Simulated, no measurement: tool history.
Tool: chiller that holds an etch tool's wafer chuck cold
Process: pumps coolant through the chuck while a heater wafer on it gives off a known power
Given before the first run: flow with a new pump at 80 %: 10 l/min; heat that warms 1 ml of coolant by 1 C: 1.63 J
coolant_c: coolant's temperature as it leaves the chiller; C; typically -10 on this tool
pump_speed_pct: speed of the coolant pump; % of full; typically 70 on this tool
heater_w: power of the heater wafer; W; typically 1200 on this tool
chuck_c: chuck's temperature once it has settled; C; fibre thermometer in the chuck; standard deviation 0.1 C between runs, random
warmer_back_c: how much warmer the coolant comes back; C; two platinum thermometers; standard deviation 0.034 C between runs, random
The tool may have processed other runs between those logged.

Run 1, hour 0.0: usual settings. Result: chuck_c 4.9 C, warmer_back_c 5.28 C.
Run 2, hour 42.3: usual settings. Result: chuck_c 4.8 C, warmer_back_c 5.24 C.
Run 3, hour 118.1: usual settings but heater_w 762 W. Result: chuck_c -0.6 C, warmer_back_c 3.39 C.
Run 4, hour 170.5: usual settings but heater_w 762 W. Result: chuck_c -0.6 C, warmer_back_c 3.35 C.
Run 5, hour 252.1: usual settings but coolant_c -17 C. Result: chuck_c -2.1 C, warmer_back_c 5.35 C.
Run 6, hour 328.5: usual settings but coolant_c -17 C. Result: chuck_c -2.0 C, warmer_back_c 5.27 C.
Run 7, hour 401.8: usual settings but pump_speed_pct 77 % of full. Result: chuck_c 3.8 C, warmer_back_c 4.82 C.
Run 8, hour 474.8: usual settings but pump_speed_pct 63 % of full. Result: chuck_c 6.7 C, warmer_back_c 5.99 C.
Run 9, hour 514.6: usual settings but pump_speed_pct 63 % of full. Result: chuck_c 6.8 C, warmer_back_c 6.00 C.
Run 10, hour 588.8: usual settings but pump_speed_pct 63 % of full. Result: chuck_c 6.6 C, warmer_back_c 6.01 C.
Run 11, hour 630.0: usual settings but pump_speed_pct 63 % of full. Result: chuck_c 6.9 C, warmer_back_c 6.11 C.
Run 12, hour 697.3: usual settings but pump_speed_pct 63 % of full. Result: chuck_c 6.9 C, warmer_back_c 6.11 C.
Run 13, hour 742.3: usual settings but pump_speed_pct 63 % of full. Result: chuck_c 6.9 C, warmer_back_c 6.08 C.
Run 14, hour 825.0: usual settings but pump_speed_pct 63 % of full. Result: chuck_c 7.2 C, warmer_back_c 6.10 C.
Run 15, hour 882.6: usual settings but pump_speed_pct 85 % of full. Result: chuck_c 2.6 C, warmer_back_c 4.33 C.
Run 16, hour 920.3: usual settings but pump_speed_pct 85 % of full. Result: chuck_c 2.7 C, warmer_back_c 4.29 C.
Run 17, hour 971.7: usual settings but pump_speed_pct 97 % of full. Result: chuck_c 1.2 C, warmer_back_c 3.79 C.
Run 18, hour 1037.2: usual settings but pump_speed_pct 97 % of full. Result: chuck_c 1.2 C, warmer_back_c 3.75 C.
Run 19, hour 1113.5: usual settings but pump_speed_pct 93 % of full, heater_w 1360 W. Result: chuck_c 3.3 C, warmer_back_c 4.46 C.
Run 20, hour 1157.1: usual settings but coolant_c -16 C, pump_speed_pct 86 % of full. Result: chuck_c -3.4 C, warmer_back_c 4.34 C.
Run 21, hour 1212.1: usual settings but heater_w 1305 W. Result: chuck_c 7.0 C, warmer_back_c 5.92 C.
Run 22, hour 1248.9: usual settings but heater_w 1305 W. Result: chuck_c 7.0 C, warmer_back_c 5.92 C.
Run 23, hour 1289.5: usual settings but heater_w 1305 W. Result: chuck_c 7.0 C, warmer_back_c 5.94 C.
Run 24, hour 1339.4: usual settings but heater_w 1305 W. Result: chuck_c 7.1 C, warmer_back_c 5.95 C.
Run 25, hour 1399.7: usual settings but coolant_c -5 C, pump_speed_pct 87 % of full, heater_w 1354 W. Result: chuck_c 9.3 C, warmer_back_c 4.82 C.
Run 26, hour 1479.4: usual settings but coolant_c -1 C, pump_speed_pct 90 % of full. Result: chuck_c 11.1 C, warmer_back_c 4.15 C.
Run 27, hour 1558.2: usual settings but heater_w 1005 W. Result: chuck_c 3.0 C, warmer_back_c 4.58 C.
Run 28, hour 1617.2: usual settings but heater_w 1005 W. Result: chuck_c 3.4 C, warmer_back_c 4.60 C.
Run 29, hour 1679.6: usual settings but heater_w 1005 W. Result: chuck_c 3.1 C, warmer_back_c 4.61 C.
Run 30, hour 1751.8: usual settings but pump_speed_pct 99 % of full, heater_w 911 W. Result: chuck_c -1.7 C, warmer_back_c 2.89 C.
Run 31, hour 1796.2: usual settings but pump_speed_pct 99 % of full, heater_w 911 W. Result: chuck_c -1.7 C, warmer_back_c 2.86 C.

Pick out some run-to-run changes in chuck_c. Of each, how much would a tool without hidden state show as well, from the settings, what came in and chance, and how much is left for the hidden state and any gauge scatter not in both results compared?
Unlogged tool condition in this case: heat passed by the chuck's channels, % of clean ones'; flow at a given pump speed, % of a new pump's; coolant's true temperature over the reading, C; drift of the gauge itself on chuck_c, C; drift of the gauge itself on warmer_back_c, C.
Run 4 -> 5: coolant_c -10 -> -17, heater_w 762 -> 1200. chuck_c -1.5 C: hidden state +0.5, all else -2.0.
Run 19 -> 20: coolant_c -10 -> -16, pump_speed_pct 93 -> 86, heater_w 1360 -> 1200. chuck_c -6.7 C: hidden state -0.1, all else -6.6.
Run 20 -> 21: coolant_c -16 -> -10, pump_speed_pct 86 -> 70, heater_w 1200 -> 1305. chuck_c +10.4 C: hidden state +0.6, all else +9.8.
Run 26 -> 27: coolant_c -1 -> -10, pump_speed_pct 90 -> 70, heater_w 1200 -> 1005. chuck_c -8.1 C: hidden state +0.2, all else -8.3.
Run 29 -> 30: pump_speed_pct 70 -> 99, heater_w 1005 -> 911. chuck_c -4.8 C: hidden state -0.7, all else -4.1.
